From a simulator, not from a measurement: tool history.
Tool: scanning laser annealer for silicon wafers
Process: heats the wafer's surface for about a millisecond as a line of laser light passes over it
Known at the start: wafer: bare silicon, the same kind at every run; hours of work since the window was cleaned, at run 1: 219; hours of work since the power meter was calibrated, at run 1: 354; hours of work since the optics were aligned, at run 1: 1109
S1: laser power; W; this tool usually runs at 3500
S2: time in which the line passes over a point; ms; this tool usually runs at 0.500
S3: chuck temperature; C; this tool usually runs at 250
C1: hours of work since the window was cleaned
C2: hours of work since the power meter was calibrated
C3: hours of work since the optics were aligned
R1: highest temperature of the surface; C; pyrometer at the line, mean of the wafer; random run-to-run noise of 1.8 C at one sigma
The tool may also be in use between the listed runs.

run 1 hour=0.0 | S1=3500 S2=0.500 S3=250 | C1=219 C2=354 C3=1109 | R1=950
run 2 hour=26.0 | S1=3500 S2=0.500 S3=250 | C1=230 C2=366 C3=1121 | R1=947
run 3 hour=47.3 | S1=3500 S2=0.500 S3=250 | C1=240 C2=375 C3=1130 | R1=949
run 4 hour=70.8 | S1=3500 S2=0.500 S3=250 | C1=250 C2=385 C3=1140 | R1=945
run 5 hour=87.7 | S1=3500 S2=0.500 S3=236 | C1=257 C2=393 C3=1148 | R1=932
run 6 hour=114.2 | S1=3500 S2=0.500 S3=250 | C1=269 C2=404 C3=1159 | R1=946
run 7 hour=131.7 | S1=3500 S2=0.500 S3=250 | C1=277 C2=412 C3=1167 | R1=946
run 8 hour=154.9 | S1=3500 S2=0.375 S3=250 | C1=287 C2=422 C3=1177 | R1=843
run 9 hour=177.2 | S1=3500 S2=0.375 S3=250 | C1=296 C2=432 C3=1187 | R1=841
run 10 hour=195.8 | S1=3500 S2=0.375 S3=250 | C1=305 C2=440 C3=1195 | R1=843
run 11 hour=215.5 | S1=3500 S2=0.375 S3=274 | C1=313 C2=448 C3=1203 | R1=864
run 12 hour=228.6 | S1=3500 S2=0.375 S3=274 | C1=319 C2=454 C3=1209 | R1=864
run 13 hour=241.8 | S1=3500 S2=0.375 S3=274 | C1=325 C2=460 C3=1215 | R1=866
run 14 hour=261.5 | S1=3500 S2=0.375 S3=274 | C1=333 C2=469 C3=1223 | R1=863
run 15 hour=290.0 | S1=3500 S2=0.375 S3=274 | C1=346 C2=481 C3=1236 | R1=862
run 16 hour=310.6 | S1=3500 S2=0.500 S3=261 | C1=355 C2=490 C3=1245 | R1=952
run 17 hour=329.7 | S1=3500 S2=0.500 S3=261 | C1=363 C2=498 C3=1253 | R1=949
run 18 hour=350.5 | S1=3500 S2=0.500 S3=250 | C1=372 C2=507 C3=1262 | R1=940
run 19 hour=376.6 | S1=3500 S2=0.500 S3=250 | C1=383 C2=519 C3=1274 | R1=940
run 20 hour=403.9 | S1=3500 S2=0.500 S3=250 | C1=395 C2=531 C3=1286 | R1=939
run 21 hour=419.7 | S1=3452 S2=0.460 S3=212 | C1=402 C2=538 C3=1293 | R1=862
run 22 hour=439.5 | S1=3204 S2=0.500 S3=263 | C1=411 C2=546 C3=1301 | R1=895
run 23 hour=457.9 | S1=3713 S2=0.500 S3=287 | C1=419 C2=554 C3=1309 | R1=1013
run 24 hour=486.5 | S1=3713 S2=0.500 S3=287 | C1=431 C2=567 C3=1322 | R1=1016
run 25 hour=511.8 | S1=3713 S2=0.500 S3=287 | C1=443 C2=578 C3=1333 | R1=1014
run 26 hour=536.9 | S1=3713 S2=0.500 S3=287 | C1=453 C2=589 C3=1344 | R1=1011
run 27 hour=559.8 | S1=3390 S2=0.372 S3=274 | C1=463 C2=599 C3=1354 | R1=841
-- hour=566.1 optics aligned, line set to its width
run 28 hour=582.7 | S1=3390 S2=0.372 S3=274 | C1=471 C2=607 C3=7 | R1=839
run 29 hour=608.6 | S1=3480 S2=0.372 S3=231 | C1=483 C2=618 C3=19 | R1=810
run 30 hour=622.3 | S1=3589 S2=0.571 S3=263 | C1=489 C2=624 C3=25 | R1=1013
run 31 hour=642.8 | S1=3170 S2=0.556 S3=236 | C1=498 C2=633 C3=34 | R1=896
run 32 hour=656.2 | S1=3769 S2=0.556 S3=213 | C1=503 C2=639 C3=39 | R1=986
-- hour=685.6 optics aligned, line set to its width, once more
run 33 hour=685.7 | S1=3500 S2=0.614 S3=278 | C1=514 C2=649 C3=0 | R1=1053
run 34 hour=712.1 | S1=3500 S2=0.614 S3=278 | C1=526 C2=661 C3=12 | R1=1052
run 35 hour=728.0 | S1=3805 S2=0.600 S3=250 | C1=533 C2=668 C3=19 | R1=1077
run 36 hour=755.7 | S1=3273 S2=0.384 S3=288 | C1=545 C2=680 C3=31 | R1=852
run 37 hour=784.1 | S1=3152 S2=0.505 S3=236 | C1=557 C2=692 C3=43 | R1=868
run 38 hour=807.6 | S1=3316 S2=0.429 S3=212 | C1=567 C2=703 C3=53 | R1=814
run 39 hour=837.2 | S1=3392 S2=0.617 S3=214 | C1=580 C2=716 C3=66 | R1=965
run 40 hour=863.4 | S1=3242 S2=0.550 S3=214 | C1=592 C2=727 C3=78 | R1=889

Branching from run 40: 4 alternative next runs. What would each branch give?
run A hour=880.2 | S1=3183 S2=0.391 S3=214 | C1=599 C2=734 C3=85 | R1=?
run B hour=880.2 | S1=3392 S2=0.550 S3=219 | C1=599 C2=734 C3=85 | R1=?
run C hour=880.2 | S1=3242 S2=0.550 S3=277 | C1=599 C2=734 C3=85 | R1=?
run D hour=880.2 | S1=3156 S2=0.516 S3=250 | C1=599 C2=734 C3=85 | R1=?

run=A R1=761
run=B R1=925
run=C R1=949
run=D R1=883
Had the tool no hidden state, the same runs would have come out as:
run=A R1=786
run=B R1=956
run=C R1=979
run=D R1=911
